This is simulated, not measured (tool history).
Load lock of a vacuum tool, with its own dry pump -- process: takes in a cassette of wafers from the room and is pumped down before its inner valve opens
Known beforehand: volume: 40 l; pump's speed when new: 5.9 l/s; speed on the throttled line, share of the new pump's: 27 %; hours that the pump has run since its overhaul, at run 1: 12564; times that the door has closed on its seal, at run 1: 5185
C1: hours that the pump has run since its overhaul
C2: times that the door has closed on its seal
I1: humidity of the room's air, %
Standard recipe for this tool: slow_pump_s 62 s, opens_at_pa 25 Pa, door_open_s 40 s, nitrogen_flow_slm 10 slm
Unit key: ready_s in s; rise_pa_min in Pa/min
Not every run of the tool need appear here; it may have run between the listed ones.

run 1 hour=0 | slow_pump_s=62 opens_at_pa=25 door_open_s=40 nitrogen_flow_slm=10 | C1=12564 C2=5185 | I1=45.6 | ready_s=108.6 rise_pa_min=0.055
run 2 hour=162 | slow_pump_s=62 opens_at_pa=25 door_open_s=40 nitrogen_flow_slm=10 | C1=12726 C2=5502 | I1=45.2 | ready_s=110 rise_pa_min=0.061
run 3 hour=337.2 | slow_pump_s=62 opens_at_pa=25 door_open_s=40 nitrogen_flow_slm=10 | C1=12901 C2=5844 | I1=41.9 | ready_s=110.7 rise_pa_min=0.06
run 4 hour=525.8 | slow_pump_s=62 opens_at_pa=25 door_open_s=40 nitrogen_flow_slm=10 | C1=13090 C2=6213 | I1=40.5 | ready_s=109 rise_pa_min=0.056
run 5 hour=681.9 | slow_pump_s=62 opens_at_pa=25 door_open_s=40 nitrogen_flow_slm=10 | C1=13246 C2=6519 | I1=45.4 | ready_s=109.5 rise_pa_min=0.061
run 6 hour=833.3 | slow_pump_s=62 opens_at_pa=25 door_open_s=40 nitrogen_flow_slm=10 | C1=13397 C2=6814 | I1=44.6 | ready_s=109.6 rise_pa_min=0.064
run 7 hour=1019.2 | slow_pump_s=64 opens_at_pa=25 door_open_s=135 nitrogen_flow_slm=10 | C1=13583 C2=7178 | I1=44.6 | ready_s=110.5 rise_pa_min=0.096
run 8 hour=1136.4 | slow_pump_s=62 opens_at_pa=48 door_open_s=40 nitrogen_flow_slm=10 | C1=13700 C2=7407 | I1=44.8 | ready_s=105.8 rise_pa_min=0.064
run 9 hour=1303.4 | slow_pump_s=62 opens_at_pa=19 door_open_s=40 nitrogen_flow_slm=32 | C1=13867 C2=7734 | I1=47.3 | ready_s=112.5 rise_pa_min=0.05
run 10 hour=1422.6 | slow_pump_s=62 opens_at_pa=18 door_open_s=40 nitrogen_flow_slm=32 | C1=13987 C2=7967 | I1=47.3 | ready_s=113.2 rise_pa_min=0.048
run 11 hour=1575.4 | slow_pump_s=85 opens_at_pa=21 door_open_s=40 nitrogen_flow_slm=19 | C1=14139 C2=8266 | I1=46.8 | ready_s=128.5 rise_pa_min=0.056
run 12 hour=1763.1 | slow_pump_s=85 opens_at_pa=21 door_open_s=183 nitrogen_flow_slm=9 | C1=14327 C2=8633 | I1=44.7 | ready_s=128.5 rise_pa_min=0.12

Measured minus without-hidden-state, run by run (identical run-to-run variation in each term; gauge scatter may differ):
Hidden conditions of the tool in this case: pump's speed, % of a new pump's; leak at the door's seal, Pa l/s; drift of the gauge itself on ready_s, %; drift of the gauge itself on rise_pa_min, %.
run=1 ready_s=+8.1 rise_pa_min=+0.006
run=2 ready_s=+8.3 rise_pa_min=+0.007
run=3 ready_s=+8.5 rise_pa_min=+0.008
run=4 ready_s=+8.5 rise_pa_min=+0.008
run=5 ready_s=+8.6 rise_pa_min=+0.009
run=6 ready_s=+8.7 rise_pa_min=+0.009
run=7 ready_s=+8.8 rise_pa_min=+0.009
run=8 ready_s=+8.1 rise_pa_min=+0.01
run=9 ready_s=+9.6 rise_pa_min=+0.011
run=10 ready_s=+9.8 rise_pa_min=+0.011
run=11 ready_s=+8.2 rise_pa_min=+0.011
run=12 ready_s=+8.3 rise_pa_min=+0.012

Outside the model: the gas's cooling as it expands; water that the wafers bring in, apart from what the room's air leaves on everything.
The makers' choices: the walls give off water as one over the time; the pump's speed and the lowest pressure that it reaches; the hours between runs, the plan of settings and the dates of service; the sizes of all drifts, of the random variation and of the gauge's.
